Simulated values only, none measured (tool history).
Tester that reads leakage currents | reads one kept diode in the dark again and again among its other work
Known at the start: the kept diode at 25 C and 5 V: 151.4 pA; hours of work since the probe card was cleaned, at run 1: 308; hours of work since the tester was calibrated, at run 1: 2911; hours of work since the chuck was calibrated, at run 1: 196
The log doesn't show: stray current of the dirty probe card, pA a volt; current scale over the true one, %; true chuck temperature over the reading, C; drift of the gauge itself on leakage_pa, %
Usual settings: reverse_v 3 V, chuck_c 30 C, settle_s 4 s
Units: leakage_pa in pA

run      day  reverse_v  chuck_c  settle_s  hours of work since the probe card was cleaned  hours of work since the tester was calibrated  hours of work since the chuck was calibrated  leakage_pa
  1        0          3       30         4                                             308                                           2911                                           196      196.87
  2    8.975          3       30      8.94                                             417                                           3020                                           305      199.19
  3   19.075          3       30      0.87                                             540                                           3143                                           428      201.65
  4   24.079          3       30      0.87                                             601                                           3204                                           489      201.86
  5   34.225          3       30      0.87                                             724                                           3327                                           613      204.78
  6   45.254          3       30      0.87                                             858                                           3461                                           747      208.12
  7     55.9          3       30      0.87                                             988                                           3591                                           876      209.17
  8   66.942          3       30      0.87                                            1122                                           3725                                          1011      211.75
  9     72.2          3       30         4                                            1186                                           3789                                          1075      213.51
      73.283  -- chuck's temperature calibrated
 10   77.588          3       30         4                                            1251                                           3854                                            52      195.54
      82.846  -- tester calibrated
 11   82.846          3       30         4                                            1314                                              0                                           115      196.11
 12   88.288          3       30         4                                            1380                                             66                                           182      195.57
 13   94.004          3       30         4                                            1449                                            136                                           251       198.4
 14  104.821          3       30         4                                            1581                                            267                                           383       199.9
 15  113.854          3       30         4                                            1691                                            377                                           493      201.45
 16  123.858          3       30         4                                            1813                                            499                                           614       203.7
 17  130.229          3       30      4.57                                            1890                                            577                                           692       204.9
 18  136.112          3       30      4.57                                            1962                                            648                                           763      206.88
 19  141.042          3       30      1.75                                            2022                                            708                                           823      208.45
     144.758  -- probe card cleaned and baked
 20  149.704          3       30      1.75                                              60                                            812                                           927      206.07
 21  160.888          3       42         4                                             196                                            948                                          1063      532.91

The next listed run, before its measurement:
     162.542  -- chuck's temperature calibrated
 22  169.471          3       42         4                                             300                                           1052                                            84           ?

leakage_pa: 494.92 pA
Without the tool's hidden state the same run would have given leakage_pa 494.15 pA.
